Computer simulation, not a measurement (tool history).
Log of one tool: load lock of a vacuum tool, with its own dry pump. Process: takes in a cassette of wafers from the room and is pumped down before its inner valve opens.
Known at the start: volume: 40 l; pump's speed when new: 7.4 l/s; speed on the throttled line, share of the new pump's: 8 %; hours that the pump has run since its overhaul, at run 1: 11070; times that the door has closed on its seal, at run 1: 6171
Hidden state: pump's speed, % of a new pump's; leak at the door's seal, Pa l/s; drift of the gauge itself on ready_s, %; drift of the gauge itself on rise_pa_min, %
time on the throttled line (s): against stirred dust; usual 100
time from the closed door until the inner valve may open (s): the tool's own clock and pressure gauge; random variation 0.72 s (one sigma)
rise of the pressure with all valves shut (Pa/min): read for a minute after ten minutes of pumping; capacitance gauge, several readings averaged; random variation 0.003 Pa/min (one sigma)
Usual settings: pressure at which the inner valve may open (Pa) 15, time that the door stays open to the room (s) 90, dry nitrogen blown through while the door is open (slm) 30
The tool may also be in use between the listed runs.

| run | hour | time on the throttled line (s) | pressure at which the inner valve may open (Pa) | time that the door stays open to the room (s) | dry nitrogen blown through while the door is open (slm) | hours that the pump has run since its overhaul | times that the door has closed on its seal | incoming humidity of the room's air, % | time from the closed door until the inner valve may open (s) | rise of the pressure with all valves shut (Pa/min) |
|---|---|---|---|---|---|---|---|---|---|---|
| 1 | 0 | 100 | 15 | 90 | 30 | 11070 | 6171 | 46.2 | 145 | 0.024 |
| 2 | 106.6 | 100 | 21 | 90 | 30 | 11177 | 6354 | 45.5 | 142.3 | 0.022 |
| 3 | 178.8 | 100 | 15 | 90 | 30 | 11249 | 6478 | 43.1 | 144.2 | 0.025 |
| 4 | 273.9 | 100 | 15 | 40 | 30 | 11344 | 6641 | 44.5 | 147.1 | 0.022 |
| 5 | 351.9 | 100 | 15 | 40 | 30 | 11422 | 6776 | 45.8 | 144.8 | 0.023 |
| 6 | 403.9 | 100 | 15 | 40 | 30 | 11474 | 6865 | 45.5 | 145.3 | 0.024 |
| 7 | 447.7 | 100 | 15 | 40 | 30 | 11518 | 6940 | 46.4 | 145.3 | 0.026 |
| 8 | 551.7 | 164 | 15 | 87 | 30 | 11622 | 7119 | 42.2 | 204.4 | 0.027 |
| 9 | 610.7 | 177 | 15 | 90 | 33 | 11681 | 7220 | 44 | 215.8 | 0.029 |
| 10 | 682.6 | 177 | 15 | 118 | 6 | 11753 | 7344 | 46 | 216.5 | 0.057 |
| 11 | 732.9 | 195 | 24 | 44 | 13 | 11803 | 7430 | 42.2 | 228.4 | 0.026 |
| 12 | 827.9 | 195 | 24 | 44 | 13 | 11898 | 7593 | 41.4 | 228.5 | 0.037 |
| 13 | 884.1 | 195 | 24 | 44 | 13 | 11954 | 7690 | 43.6 | 227.6 | 0.037 |
| 14 | 954.5 | 195 | 24 | 44 | 13 | 12024 | 7811 | 43.6 | 228.6 | 0.026 |

The same runs without the tool's hidden state, with the same run-to-run variation:
| run | time from the closed door until the inner valve may open (s) | rise of the pressure with all valves shut (Pa/min) |
|---|---|---|
| 1 | 139.4 | 0.012 |
| 2 | 137 | 0.01 |
| 3 | 138.5 | 0.013 |
| 4 | 141.3 | 0.01 |
| 5 | 139 | 0.01 |
| 6 | 139.5 | 0.01 |
| 7 | 139.4 | 0.013 |
| 8 | 199.3 | 0.013 |
| 9 | 210.8 | 0.015 |
| 10 | 211.4 | 0.042 |
| 11 | 224 | 0.012 |
| 12 | 224.1 | 0.022 |
| 13 | 223.1 | 0.021 |
| 14 | 224.1 | 0.011 |
